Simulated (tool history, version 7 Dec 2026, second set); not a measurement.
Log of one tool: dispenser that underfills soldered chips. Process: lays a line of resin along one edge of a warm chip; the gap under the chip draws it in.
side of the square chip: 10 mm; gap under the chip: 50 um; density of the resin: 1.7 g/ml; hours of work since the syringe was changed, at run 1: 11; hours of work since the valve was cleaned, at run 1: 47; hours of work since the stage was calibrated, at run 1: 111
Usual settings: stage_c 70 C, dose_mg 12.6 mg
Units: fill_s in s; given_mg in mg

run,hour,stage_c,dose_mg,hours of work since the syringe was changed,hours of work since the valve was cleaned,hours of work since the stage was calibrated,fill_s,given_mg
1,0.0,70,12.6,11,47,111,177.9,12.07
# hour 1.3: new syringe of resin
2,4.5,70,12.6,2,50,114,122.4,12.02
3,8.6,70,12.6,5,53,117,140.0,12.15
4,14.3,70,12.6,9,57,122,171.7,11.81
# hour 17.4: new syringe of resin
5,18.6,70,12.6,1,60,124,115.0,11.93
6,21.9,66,12.6,3,62,127,150.8,11.92
7,24.7,65,12.6,5,64,129,175.8,11.83
8,28.0,65,12.6,8,67,131,199.0,11.95
# hour 33.2: new syringe of resin
9,33.6,65,12.6,0,70,135,138.9,11.75
10,38.9,58,13.8,4,74,139,224.0,12.75
11,43.5,81,16.1,7,78,142,92.1,14.87

5 ways to go on from here, each from the tool as it stands after run 11. What would each give?
# hour 49.2: new syringe of resin
A,49.2,81,12.8,0,81,146,?,?
# hour 49.2: new syringe of resin
B,49.2,81,15.5,0,81,146,?,?
# hour 49.2: new syringe of resin
C,49.2,65,14.5,0,81,146,?,?
# hour 49.2: new syringe of resin
D,49.2,62,14.8,0,81,146,?,?
# hour 49.2: new syringe of resin
E,49.2,57,11.2,0,81,146,?,?

run,fill_s,given_mg
A,68.9,11.86
B,66.9,14.34
C,138.1,13.28
D,155.1,13.63
E,211.7,10.24
Without the tool's hidden state the same runs would have given:
run,fill_s,given_mg
A,66.8,12.85
B,65.6,15.54
C,134.8,14.40
D,151.4,14.78
E,202.7,11.11
